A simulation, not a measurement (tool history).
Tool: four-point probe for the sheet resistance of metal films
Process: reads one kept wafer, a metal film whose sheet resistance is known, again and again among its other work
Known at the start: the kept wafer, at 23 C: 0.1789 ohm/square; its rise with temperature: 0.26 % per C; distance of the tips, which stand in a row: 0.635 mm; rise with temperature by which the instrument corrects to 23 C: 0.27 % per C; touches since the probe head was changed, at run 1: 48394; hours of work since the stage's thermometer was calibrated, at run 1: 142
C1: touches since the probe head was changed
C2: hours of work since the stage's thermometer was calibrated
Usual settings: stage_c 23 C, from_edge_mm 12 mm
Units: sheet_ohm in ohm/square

run 1 hour=0 | stage_c=23 from_edge_mm=12 | C1=48394 C2=142 | sheet_ohm=0.17831
run 2 hour=77.2 | stage_c=23 from_edge_mm=12 | C1=51817 C2=185 | sheet_ohm=0.17826
run 3 hour=155.4 | stage_c=23 from_edge_mm=12 | C1=55286 C2=229 | sheet_ohm=0.178223
run 4 hour=216.9 | stage_c=23 from_edge_mm=28 | C1=58013 C2=264 | sheet_ohm=0.178023
run 5 hour=281.2 | stage_c=23 from_edge_mm=19 | C1=60863 C2=301 | sheet_ohm=0.178001
run 6 hour=332.4 | stage_c=23 from_edge_mm=19 | C1=63132 C2=330 | sheet_ohm=0.177978
run 7 hour=445.8 | stage_c=23 from_edge_mm=19 | C1=68162 C2=394 | sheet_ohm=0.177924
run 8 hour=559.5 | stage_c=23 from_edge_mm=19 | C1=73205 C2=458 | sheet_ohm=0.177832
run 9 hour=674.1 | stage_c=23 from_edge_mm=20 | C1=78285 C2=523 | sheet_ohm=0.177786
run 10 hour=764.6 | stage_c=23 from_edge_mm=20 | C1=82298 C2=574 | sheet_ohm=0.177751
run 11 hour=850.4 | stage_c=23 from_edge_mm=3 | C1=86102 C2=622 | sheet_ohm=0.181804
-- hour=860.2 stage's thermometer calibrated
run 12 hour=952.5 | stage_c=23 from_edge_mm=3 | C1=90605 C2=52 | sheet_ohm=0.181663
run 13 hour=1008.5 | stage_c=23 from_edge_mm=3 | C1=93091 C2=84 | sheet_ohm=0.181639
run 14 hour=1119.9 | stage_c=23 from_edge_mm=12 | C1=98028 C2=147 | sheet_ohm=0.177696
run 15 hour=1216.5 | stage_c=23 from_edge_mm=12 | C1=102315 C2=201 | sheet_ohm=0.17769
run 16 hour=1323.2 | stage_c=23 from_edge_mm=12 | C1=107043 C2=262 | sheet_ohm=0.177543
run 17 hour=1413.3 | stage_c=23 from_edge_mm=57 | C1=111042 C2=313 | sheet_ohm=0.177294
run 18 hour=1479.9 | stage_c=23 from_edge_mm=57 | C1=113992 C2=350 | sheet_ohm=0.177259
-- hour=1521.1 stage's thermometer calibrated, once more
run 19 hour=1534.4 | stage_c=23 from_edge_mm=57 | C1=116389 C2=8 | sheet_ohm=0.177461
run 20 hour=1639.1 | stage_c=23 from_edge_mm=57 | C1=121033 C2=67 | sheet_ohm=0.177431
run 21 hour=1700.9 | stage_c=23 from_edge_mm=57 | C1=123769 C2=102 | sheet_ohm=0.177357
run 22 hour=1755.7 | stage_c=26 from_edge_mm=72 | C1=126202 C2=133 | sheet_ohm=0.177258
run 23 hour=1880.5 | stage_c=30 from_edge_mm=52 | C1=131733 C2=203 | sheet_ohm=0.177135
-- hour=1918.3 new probe head fitted
run 24 hour=1955.1 | stage_c=30 from_edge_mm=52 | C1=1632 C2=245 | sheet_ohm=0.178337
run 25 hour=2040.8 | stage_c=25 from_edge_mm=3 | C1=5432 C2=293 | sheet_ohm=0.182501
run 26 hour=2157.4 | stage_c=25 from_edge_mm=3 | C1=10601 C2=359 | sheet_ohm=0.18243
run 27 hour=2243.3 | stage_c=21 from_edge_mm=57 | C1=14411 C2=408 | sheet_ohm=0.178309
run 28 hour=2365.9 | stage_c=23 from_edge_mm=3 | C1=19846 C2=477 | sheet_ohm=0.182391
run 29 hour=2454.6 | stage_c=23 from_edge_mm=3 | C1=23780 C2=527 | sheet_ohm=0.182332
run 30 hour=2517.8 | stage_c=32 from_edge_mm=7 | C1=26580 C2=563 | sheet_ohm=0.178785
run 31 hour=2587.9 | stage_c=32 from_edge_mm=7 | C1=29688 C2=603 | sheet_ohm=0.178762
run 32 hour=2710.3 | stage_c=32 from_edge_mm=7 | C1=35118 C2=672 | sheet_ohm=0.178666
run 33 hour=2832.6 | stage_c=32 from_edge_mm=7 | C1=40540 C2=741 | sheet_ohm=0.178556
run 34 hour=2942 | stage_c=26 from_edge_mm=13 | C1=45389 C2=803 | sheet_ohm=0.178039
run 35 hour=3050.7 | stage_c=26 from_edge_mm=13 | C1=50209 C2=864 | sheet_ohm=0.178014
run 36 hour=3150.1 | stage_c=20 from_edge_mm=8 | C1=54620 C2=921 | sheet_ohm=0.178357
run 37 hour=3259.2 | stage_c=20 from_edge_mm=8 | C1=59457 C2=982 | sheet_ohm=0.178378
run 38 hour=3353.4 | stage_c=20 from_edge_mm=8 | C1=63634 C2=1036 | sheet_ohm=0.178375
run 39 hour=3417.9 | stage_c=34 from_edge_mm=6 | C1=66496 C2=1072 | sheet_ohm=0.178552
run 40 hour=3468.9 | stage_c=31 from_edge_mm=13 | C1=68753 C2=1101 | sheet_ohm=0.177748
run 41 hour=3539.3 | stage_c=31 from_edge_mm=13 | C1=71877 C2=1141 | sheet_ohm=0.177751

Forecast each of these 5 alternatives for the next run:
run A hour=3607.4 | stage_c=22 from_edge_mm=13 | C1=74896 C2=1179 | sheet_ohm=?
run B hour=3607.4 | stage_c=23 from_edge_mm=30 | C1=74896 C2=1179 | sheet_ohm=?
run C hour=3607.4 | stage_c=33 from_edge_mm=12 | C1=74896 C2=1179 | sheet_ohm=?
run D hour=3607.4 | stage_c=29 from_edge_mm=13 | C1=74896 C2=1179 | sheet_ohm=?
run E hour=3607.4 | stage_c=26 from_edge_mm=12 | C1=74896 C2=1179 | sheet_ohm=?

run=A sheet_ohm=0.177848
run=B sheet_ohm=0.177638
run=C sheet_ohm=0.177733
run=D sheet_ohm=0.177691
run=E sheet_ohm=0.177793
Without the tool's hidden state the same runs would have given:
run=A sheet_ohm=0.179182
run=B sheet_ohm=0.17897
run=C sheet_ohm=0.179061
run=D sheet_ohm=0.17902
run=E sheet_ohm=0.179125

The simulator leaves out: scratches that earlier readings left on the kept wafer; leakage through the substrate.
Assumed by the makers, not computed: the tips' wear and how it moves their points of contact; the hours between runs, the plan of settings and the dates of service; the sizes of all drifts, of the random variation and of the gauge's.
